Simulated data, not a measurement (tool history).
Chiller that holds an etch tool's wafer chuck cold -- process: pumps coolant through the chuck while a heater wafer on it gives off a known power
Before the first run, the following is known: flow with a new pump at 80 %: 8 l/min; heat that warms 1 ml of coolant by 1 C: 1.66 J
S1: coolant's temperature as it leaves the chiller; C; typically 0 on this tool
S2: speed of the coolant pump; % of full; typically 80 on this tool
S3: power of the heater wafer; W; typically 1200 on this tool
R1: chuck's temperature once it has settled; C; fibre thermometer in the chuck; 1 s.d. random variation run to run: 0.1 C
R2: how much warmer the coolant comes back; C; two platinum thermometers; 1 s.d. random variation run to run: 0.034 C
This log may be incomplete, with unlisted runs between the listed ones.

run 1 hour=0.0 | S1=0 S2=80 S3=1200 | R1=9.3 R2=5.36
run 2 hour=103.3 | S1=0 S2=80 S3=1200 | R1=9.4 R2=5.47
run 3 hour=190.6 | S1=0 S2=69 S3=1200 | R1=10.2 R2=6.29
run 4 hour=293.8 | S1=0 S2=69 S3=1200 | R1=10.3 R2=6.37
run 5 hour=400.9 | S1=0 S2=80 S3=1200 | R1=9.2 R2=5.41
run 6 hour=531.6 | S1=0 S2=80 S3=1200 | R1=9.1 R2=5.49
run 7 hour=607.1 | S1=0 S2=80 S3=1200 | R1=9.4 R2=5.56
run 8 hour=725.6 | S1=0 S2=74 S3=1200 | R1=9.9 R2=5.96
run 9 hour=843.2 | S1=0 S2=80 S3=1200 | R1=9.4 R2=5.58
run 10 hour=919.5 | S1=0 S2=80 S3=1200 | R1=9.2 R2=5.46
run 11 hour=1072.8 | S1=0 S2=80 S3=1200 | R1=9.2 R2=5.64
run 12 hour=1142.1 | S1=0 S2=80 S3=1200 | R1=9.3 R2=5.59
run 13 hour=1293.5 | S1=0 S2=80 S3=1200 | R1=9.2 R2=5.67
run 14 hour=1443.9 | S1=0 S2=80 S3=1200 | R1=9.3 R2=5.62
run 15 hour=1555.8 | S1=0 S2=98 S3=1200 | R1=8.3 R2=4.65
run 16 hour=1646.9 | S1=0 S2=98 S3=1200 | R1=8.1 R2=4.62
run 17 hour=1731.5 | S1=0 S2=96 S3=707 | R1=5.0 R2=2.88
run 18 hour=1833.3 | S1=-2 S2=80 S3=1136 | R1=6.9 R2=5.38
run 19 hour=1983.2 | S1=-2 S2=79 S3=1324 | R1=8.3 R2=6.39
run 20 hour=2134.0 | S1=-2 S2=61 S3=642 | R1=4.1 R2=4.10
run 21 hour=2275.3 | S1=-5 S2=60 S3=1119 | R1=5.4 R2=7.07

Run 22 is up next; what results do you expect?
run 22 hour=2372.9 | S1=3 S2=90 S3=1119 | R1=? R2=?

R1: 11.1 C
R2: 4.85 C
Minus the tool's unlogged condition, the same run would have read R1 11.1 C, R2 4.54 C.
